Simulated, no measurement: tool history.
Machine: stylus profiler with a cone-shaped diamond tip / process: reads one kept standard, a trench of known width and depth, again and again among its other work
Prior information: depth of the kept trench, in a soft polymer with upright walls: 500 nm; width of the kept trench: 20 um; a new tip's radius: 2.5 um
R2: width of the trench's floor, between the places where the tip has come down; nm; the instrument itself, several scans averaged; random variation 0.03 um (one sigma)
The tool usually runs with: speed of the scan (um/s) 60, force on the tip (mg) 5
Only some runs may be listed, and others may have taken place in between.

Run 1, hour 0: usual settings. Result: depth of the trench (Å) 5129.7, R2 16510 nm.
Run 2, hour 8.5: usual settings. Result: depth of the trench (Å) 5128.7, R2 16520 nm.
Run 3, hour 20.6: usual settings. Result: depth of the trench (Å) 5126, R2 16500 nm.
Run 4, hour 27.4: usual settings. Result: depth of the trench (Å) 5126.8, R2 16550 nm.
Run 5, hour 36.6: usual settings. Result: depth of the trench (Å) 5129.1, R2 16490 nm.
Run 6, hour 43.6: usual settings but force on the tip (mg) 4.76. Result: depth of the trench (Å) 5125.1, R2 16460 nm.
Run 7, hour 54.7: usual settings but speed of the scan (um/s) 71, force on the tip (mg) 7.64. Result: depth of the trench (Å) 5168.8, R2 16510 nm.
Run 8, hour 65.8: usual settings but speed of the scan (um/s) 71, force on the tip (mg) 7.64. Result: depth of the trench (Å) 5171.4, R2 16480 nm.
Run 9, hour 80.1: usual settings but speed of the scan (um/s) 71, force on the tip (mg) 7.64. Result: depth of the trench (Å) 5168.8, R2 16510 nm.

Run 10 is up next; what results do you expect?
Run 10, hour 90.2: usual settings but speed of the scan (um/s) 106, force on the tip (mg) 7.07. Result: depth of the trench (Å) ?, R2 ?.

Run 10 produced depth of the trench (Å) 5162.4, R2 16390 nm.
With the hidden condition absent and the run-to-run variation left alone, this run would have shown depth of the trench (Å) 5157.2, R2 16630 nm.
